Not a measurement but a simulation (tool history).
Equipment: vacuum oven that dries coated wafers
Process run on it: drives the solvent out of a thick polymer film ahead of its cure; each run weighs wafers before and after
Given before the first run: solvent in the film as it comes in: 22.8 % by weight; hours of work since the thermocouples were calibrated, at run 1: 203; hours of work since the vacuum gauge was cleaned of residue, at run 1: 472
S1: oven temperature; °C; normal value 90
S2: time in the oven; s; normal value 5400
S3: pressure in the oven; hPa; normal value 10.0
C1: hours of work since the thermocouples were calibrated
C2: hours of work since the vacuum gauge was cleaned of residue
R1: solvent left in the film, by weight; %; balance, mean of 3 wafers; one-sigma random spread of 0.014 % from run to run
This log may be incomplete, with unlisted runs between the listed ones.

run,hour,S1,S2,S3,C1,C2,R1
1,0.0,90,5400,10.0,203,472,1.39
2,10.4,90,5400,10.0,209,478,1.41
3,29.9,90,5400,10.0,221,489,1.37
4,48.3,90,5400,10.0,231,500,1.41
5,66.6,90,5400,10.0,242,511,1.41
6,78.5,90,5400,10.0,249,518,1.42
7,86.9,90,5400,10.0,254,523,1.42
8,105.8,90,5400,10.0,265,534,1.41
9,123.3,90,5400,10.0,275,544,1.42
10,135.0,90,5400,10.0,282,551,1.38
11,153.3,100,6840,19.1,293,562,0.70
12,165.5,82,6840,10.1,300,569,1.87
13,177.4,94,7140,10.1,307,576,0.60
14,193.7,94,2940,7.9,317,585,3.01
15,203.0,90,4380,10.0,322,591,2.07
16,218.8,90,4200,10.0,331,600,2.26
17,233.1,83,3540,6.4,340,608,4.67
18,246.4,82,4800,32.8,347,616,4.69
19,263.5,90,3480,17.3,357,626,3.44

Here are 3 independent what-if runs from the current tool condition. What would each one return?
A,277.9,96,3120,10.0,366,635,?
B,277.9,90,2760,17.3,366,635,?
C,277.9,90,3480,6.0,366,635,?

run,R1
A,2.38
B,4.72
C,2.94
Had the tool no hidden state, the same runs would have come out as:
run,R1
A,2.39
B,4.73
C,2.94
